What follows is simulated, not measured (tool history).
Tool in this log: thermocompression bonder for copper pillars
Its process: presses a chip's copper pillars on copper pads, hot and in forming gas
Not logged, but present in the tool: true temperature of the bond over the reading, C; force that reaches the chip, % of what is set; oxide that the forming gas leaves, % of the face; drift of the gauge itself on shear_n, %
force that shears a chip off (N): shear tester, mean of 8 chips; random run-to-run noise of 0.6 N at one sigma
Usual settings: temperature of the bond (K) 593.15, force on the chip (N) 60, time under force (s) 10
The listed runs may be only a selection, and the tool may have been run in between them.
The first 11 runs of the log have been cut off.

run,hour,temperature of the bond (K),force on the chip (N),time under force (s),hours of work since the heater was calibrated,hours of work since the force cell was calibrated,hours of work since the gas filter was changed,force that shears a chip off (N)
12,274.3,572.15,60,10,213,499,213,70.6
13,305.7,572.15,60,10,232,518,232,69.0
# hour 325.4: forming gas filter changed
14,337.4,572.15,60,10,251,538,7,72.7
15,363.4,593.15,60,28,267,554,23,107.5
16,382.8,593.15,60,10,279,566,35,83.5
17,409.4,593.15,60,10,296,582,52,81.5
18,426.9,588.15,60,24,306,593,62,100.6
19,442.0,576.15,57,24,316,602,72,92.6
20,469.9,574.15,69,24,333,619,89,98.4
21,503.6,618.15,60,7,354,640,110,84.9
22,535.1,618.15,60,7,373,659,129,85.0
23,551.3,592.15,60,25,383,669,139,102.6
24,570.0,592.15,60,25,394,681,150,103.5
25,593.0,593.15,76,8,409,695,165,84.9
26,616.6,593.15,43,10,423,709,179,69.6
27,633.0,593.15,83,13,433,719,189,99.5
28,654.5,593.15,60,10,446,733,202,80.9
29,678.9,585.15,48,17,461,748,217,81.5
30,697.5,585.15,48,17,473,759,229,81.5
# hour 722.5: forming gas filter changed
31,722.5,603.15,46,15,488,774,0,88.3

Run 32 has not been measured yet. What should we expect?
32,751.0,593.15,60,8,505,792,18,?

Run 32 produced force that shears a chip off (N) 78.0.
With the hidden condition absent and the run-to-run variation left alone, this run would have shown force that shears a chip off (N) 74.9.
